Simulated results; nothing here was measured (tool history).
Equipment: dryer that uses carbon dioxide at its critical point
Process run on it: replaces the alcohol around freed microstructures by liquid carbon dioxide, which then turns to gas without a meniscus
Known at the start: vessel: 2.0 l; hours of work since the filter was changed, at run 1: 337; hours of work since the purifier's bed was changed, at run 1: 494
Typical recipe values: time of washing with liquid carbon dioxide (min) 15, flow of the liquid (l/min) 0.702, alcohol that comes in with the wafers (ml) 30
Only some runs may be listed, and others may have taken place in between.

run,hour,time of washing with liquid carbon dioxide (min),flow of the liquid (l/min),alcohol that comes in with the wafers (ml),hours of work since the filter was changed,hours of work since the purifier's bed was changed,alcohol left in the vessel before it's heated (ppm by volume)
1,0.0,15,0.702,30,337,494,341
2,20.6,15,0.702,30,347,503,343
3,50.4,15,0.702,30,360,516,352
# hour 54.3: inlet filter changed
4,79.7,15,0.702,30,11,529,247
5,111.5,9,0.702,30,26,543,1161
6,138.8,9,0.702,30,38,556,1149
7,158.7,9,0.702,30,47,565,1191
8,180.7,15,0.894,30,57,574,135
9,196.5,15,0.702,95,64,582,718
10,215.8,15,0.702,95,73,590,704
11,231.3,15,0.702,95,80,597,706
12,253.5,23,0.702,30,90,607,93
13,282.5,23,0.702,30,103,620,106
14,311.4,23,0.702,30,116,633,97
15,333.2,23,0.702,30,125,643,99
16,347.2,19,0.702,30,132,649,146
17,371.6,11,1.089,42,143,660,274
18,403.6,12,1.084,42,157,675,203
19,437.0,11,1.076,87,172,690,475
20,453.8,13,0.597,42,180,697,1026
21,482.9,14,0.596,27,193,710,582
22,506.2,14,0.702,46,203,721,537
23,520.1,14,0.702,46,209,727,582
24,553.5,14,0.702,46,224,742,581
25,575.7,16,1.051,30,234,752,119
26,598.6,20,0.537,30,245,762,307
27,631.2,17,0.991,30,259,777,110
28,657.1,15,0.660,20,271,789,317
29,686.8,21,0.702,30,284,802,141
30,720.8,15,0.702,20,300,817,275
31,744.9,15,0.470,63,310,828,2158

Each row is a separate what-if for the run after 31, all from the same tool condition, not one after another. Results?
A,771.5,22,0.470,73,322,840,?
B,771.5,15,0.470,29,322,840,?
C,771.5,15,0.689,22,322,840,?

run,alcohol left in the vessel before it's heated (ppm by volume)
A,776
B,1055
C,315
Take away the tool's hidden state, keep each run's random variation, and the runs would have read:
run,alcohol left in the vessel before it's heated (ppm by volume)
A,477
B,753
C,154
